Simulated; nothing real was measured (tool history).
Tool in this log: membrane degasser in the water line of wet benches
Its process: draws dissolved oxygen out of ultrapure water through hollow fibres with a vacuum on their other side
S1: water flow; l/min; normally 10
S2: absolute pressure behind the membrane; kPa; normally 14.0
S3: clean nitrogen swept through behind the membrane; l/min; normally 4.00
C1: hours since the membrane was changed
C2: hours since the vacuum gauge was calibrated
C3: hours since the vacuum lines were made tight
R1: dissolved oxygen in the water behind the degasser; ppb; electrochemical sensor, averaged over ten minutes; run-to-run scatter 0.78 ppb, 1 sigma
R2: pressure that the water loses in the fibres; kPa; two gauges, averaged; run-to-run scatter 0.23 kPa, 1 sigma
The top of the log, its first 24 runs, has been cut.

| run | day | S1 | S2 | S3 | C1 | C2 | C3 | R1 | R2 |
|---|---|---|---|---|---|---|---|---|---|
| 25 | 64.025 | 12 | 14.0 | 4.50 | 4595 | 834 | 926 | 84.2 | 67.39 |
| 26 | 67.108 | 12 | 14.0 | 4.50 | 4669 | 908 | 1000 | 83.8 | 67.56 |
| 27 | 69.196 | 14 | 14.0 | 11.36 | 4719 | 958 | 1050 | 62.2 | 78.87 |
| 28 | 71.704 | 11 | 11.7 | 2.44 | 4780 | 1019 | 1111 | 101.9 | 62.07 |
| 29 | 74.404 | 11 | 11.7 | 2.44 | 4845 | 1083 | 1175 | 103.7 | 61.86 |
| 30 | 77.217 | 7 | 33.9 | 7.95 | 4912 | 1151 | 1243 | 69.3 | 39.55 |
| 31 | 79.558 | 15 | 21.3 | 2.84 | 4968 | 1207 | 1299 | 258.2 | 83.91 |
| 32 | 81.112 | 15 | 21.3 | 2.84 | 5006 | 1244 | 1336 | 265.8 | 84.16 |

Branching from run 32: 4 alternative next runs. What would each branch give?
| A | 83.821 | 11 | 21.8 | 2.70 | 5071 | 1309 | 1401 | ? | ? |
| B | 83.821 | 11 | 22.1 | 9.16 | 5071 | 1309 | 1401 | ? | ? |
| C | 83.821 | 10 | 14.0 | 1.65 | 5071 | 1309 | 1401 | ? | ? |
| D | 83.821 | 7 | 25.6 | 4.00 | 5071 | 1309 | 1401 | ? | ? |

| run | R1 | R2 |
|---|---|---|
| A | 189.4 | 61.65 |
| B | 66.5 | 61.55 |
| C | 160.3 | 56.48 |
| D | 97.9 | 39.28 |
The same runs, with their run-to-run variation unchanged, on a tool lacking any hidden condition would have given:
| run | R1 | R2 |
|---|---|---|
| A | 189.2 | 61.60 |
| B | 66.4 | 61.50 |
| C | 160.2 | 56.43 |
| D | 97.8 | 39.24 |

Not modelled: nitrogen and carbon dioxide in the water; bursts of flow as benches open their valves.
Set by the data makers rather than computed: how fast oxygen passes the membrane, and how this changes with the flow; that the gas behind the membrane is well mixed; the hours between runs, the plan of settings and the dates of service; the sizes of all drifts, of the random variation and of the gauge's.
